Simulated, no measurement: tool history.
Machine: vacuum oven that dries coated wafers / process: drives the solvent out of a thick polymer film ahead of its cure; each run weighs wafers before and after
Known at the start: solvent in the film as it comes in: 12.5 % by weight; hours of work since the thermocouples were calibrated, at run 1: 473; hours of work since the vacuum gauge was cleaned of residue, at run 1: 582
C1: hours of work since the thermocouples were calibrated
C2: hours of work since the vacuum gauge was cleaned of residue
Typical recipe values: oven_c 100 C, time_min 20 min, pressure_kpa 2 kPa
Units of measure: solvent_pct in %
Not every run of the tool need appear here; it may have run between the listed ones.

run 1 hour=0 | oven_c=100 time_min=20 pressure_kpa=2 | C1=473 C2=582 | solvent_pct=2.55
run 2 hour=31.1 | oven_c=100 time_min=20 pressure_kpa=2 | C1=494 C2=603 | solvent_pct=2.54
run 3 hour=97.1 | oven_c=100 time_min=20 pressure_kpa=2 | C1=539 C2=648 | solvent_pct=2.54
run 4 hour=139.1 | oven_c=100 time_min=20 pressure_kpa=2.59 | C1=568 C2=677 | solvent_pct=2.88
run 5 hour=176.3 | oven_c=100 time_min=20 pressure_kpa=1.67 | C1=593 C2=702 | solvent_pct=2.35
run 6 hour=214.7 | oven_c=100 time_min=20 pressure_kpa=3.44 | C1=619 C2=728 | solvent_pct=3.36
run 7 hour=268.7 | oven_c=100 time_min=20 pressure_kpa=3.44 | C1=656 C2=765 | solvent_pct=3.38
run 8 hour=318.5 | oven_c=100 time_min=33 pressure_kpa=3.44 | C1=690 C2=799 | solvent_pct=2.53
run 9 hour=352.2 | oven_c=95 time_min=20 pressure_kpa=2 | C1=713 C2=822 | solvent_pct=3.7
run 10 hour=388.1 | oven_c=95 time_min=20 pressure_kpa=2 | C1=737 C2=846 | solvent_pct=3.7
run 11 hour=441.3 | oven_c=100 time_min=20 pressure_kpa=2 | C1=774 C2=882 | solvent_pct=2.55
run 12 hour=472.3 | oven_c=100 time_min=20 pressure_kpa=2 | C1=795 C2=904 | solvent_pct=2.57
run 13 hour=512.2 | oven_c=100 time_min=20 pressure_kpa=2 | C1=822 C2=931 | solvent_pct=2.55
run 14 hour=547.9 | oven_c=111 time_min=18 pressure_kpa=5.2 | C1=846 C2=955 | solvent_pct=2.5
run 15 hour=597.3 | oven_c=106 time_min=35 pressure_kpa=2 | C1=880 C2=989 | solvent_pct=1.11
run 16 hour=660.5 | oven_c=114 time_min=17 pressure_kpa=2 | C1=923 C2=1032 | solvent_pct=0.95
run 17 hour=722.5 | oven_c=114 time_min=17 pressure_kpa=2 | C1=965 C2=1074 | solvent_pct=0.95
run 18 hour=766 | oven_c=114 time_min=17 pressure_kpa=2 | C1=995 C2=1104 | solvent_pct=0.96
run 19 hour=824.2 | oven_c=104 time_min=31 pressure_kpa=3.41 | C1=1034 C2=1143 | solvent_pct=2.08
run 20 hour=871.2 | oven_c=108 time_min=30 pressure_kpa=3.02 | C1=1067 C2=1175 | solvent_pct=1.53
run 21 hour=916.6 | oven_c=102 time_min=18 pressure_kpa=1.76 | C1=1097 C2=1206 | solvent_pct=2.28
run 22 hour=959.9 | oven_c=87 time_min=24 pressure_kpa=3.33 | C1=1127 C2=1236 | solvent_pct=6.21
run 23 hour=997.1 | oven_c=102 time_min=24 pressure_kpa=6.55 | C1=1152 C2=1261 | solvent_pct=4.38

What will run 24 give?
-- hour=1043.9 oven's thermocouples calibrated
run 24 hour=1044.5 | oven_c=94 time_min=19 pressure_kpa=4.86 | C1=0 C2=1292 | solvent_pct=?

solvent_pct: 5.89 %
Were there no unlogged condition in the tool, this run, its random variation unchanged, would have produced solvent_pct 5.88 %.
